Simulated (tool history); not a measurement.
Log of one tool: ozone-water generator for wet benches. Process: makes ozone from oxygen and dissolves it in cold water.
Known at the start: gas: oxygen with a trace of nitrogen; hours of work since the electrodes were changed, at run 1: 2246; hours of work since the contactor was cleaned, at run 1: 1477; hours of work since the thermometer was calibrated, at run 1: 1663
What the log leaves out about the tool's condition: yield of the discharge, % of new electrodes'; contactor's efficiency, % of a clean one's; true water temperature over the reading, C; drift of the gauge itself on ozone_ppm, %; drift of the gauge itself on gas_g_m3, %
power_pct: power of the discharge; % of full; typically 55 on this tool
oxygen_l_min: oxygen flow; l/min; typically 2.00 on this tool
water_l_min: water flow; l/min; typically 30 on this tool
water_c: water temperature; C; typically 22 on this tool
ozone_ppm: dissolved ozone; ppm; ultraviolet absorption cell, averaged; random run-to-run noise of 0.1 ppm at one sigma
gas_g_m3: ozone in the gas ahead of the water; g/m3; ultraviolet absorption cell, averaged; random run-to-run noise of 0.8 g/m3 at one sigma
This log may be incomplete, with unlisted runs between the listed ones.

run	hour	power_pct	oxygen_l_min	water_l_min	water_c	hours of work since the electrodes were changed	hours of work since the contactor was cleaned	hours of work since the thermometer was calibrated	ozone_ppm	gas_g_m3
1	0.0	55	2.00	30	22	2246	1477	1663	5.4	120.8
2	65.3	55	2.00	30	22	2290	1520	1707	5.3	120.3
3	154.5	55	2.00	30	22	2350	1580	1767	5.4	118.4
4	217.1	55	2.00	30	22	2392	1622	1808	5.5	120.5
5	300.1	55	2.00	30	22	2447	1678	1864	5.4	117.3
6	396.0	55	2.00	30	22	2512	1742	1928	5.5	118.4
7	454.0	55	2.00	30	22	2550	1781	1967	5.4	119.2
8	566.0	55	1.04	30	22	2625	1856	2042	4.1	154.4
9	665.9	55	1.04	30	22	2692	1923	2109	4.1	152.8
10	747.2	55	1.04	30	22	2747	1977	2163	4.0	154.0
11	835.9	55	1.04	30	20	2806	2036	2223	4.2	153.3
12	899.8	90	2.00	30	22	2849	2079	2265	6.9	149.7
13	1018.7	98	2.00	30	15	2928	2159	2345	7.5	156.8
14	1117.8	98	2.00	30	15	2995	2225	2411	7.6	156.3
15	1187.9	98	2.00	40	15	3042	2272	2458	5.4	156.6
16	1238.7	55	2.00	46	21	3076	2306	2492	3.2	115.8
17	1338.2	52	1.29	33	29	3142	2373	2559	3.6	136.8
18	1396.5	67	2.00	29	22	3181	2412	2598	6.1	129.1
19	1476.9	74	2.00	32	22	3235	2465	2652	5.9	135.8
20	1592.0	56	2.00	19	22	3312	2543	2729	8.5	119.0
21	1699.3	83	2.00	19	16	3384	2614	2801	10.8	142.4
22	1784.8	83	2.00	19	16	3441	2672	2858	10.7	141.3
23	1847.9	55	1.54	38	22	3484	2714	2900	3.6	129.6

For some of the steps in ozone_ppm from one run to the next: how much would appear even if the tool had no hidden state, given the settings, what came in and random variation, and how much remains for the hidden state plus any gauge scatter that the measured result and the result without hidden state don't share?
Run 11 -> 12: power_pct 55 -> 90, oxygen_l_min 1.04 -> 2.00, water_c 20 -> 22. ozone_ppm +2.7 ppm: hidden state -0.4, all else +3.1.
Run 22 -> 23: power_pct 83 -> 55, oxygen_l_min 2.00 -> 1.54, water_l_min 19 -> 38, water_c 16 -> 22. ozone_ppm -7.1 ppm: hidden state +0.6, all else -7.7.
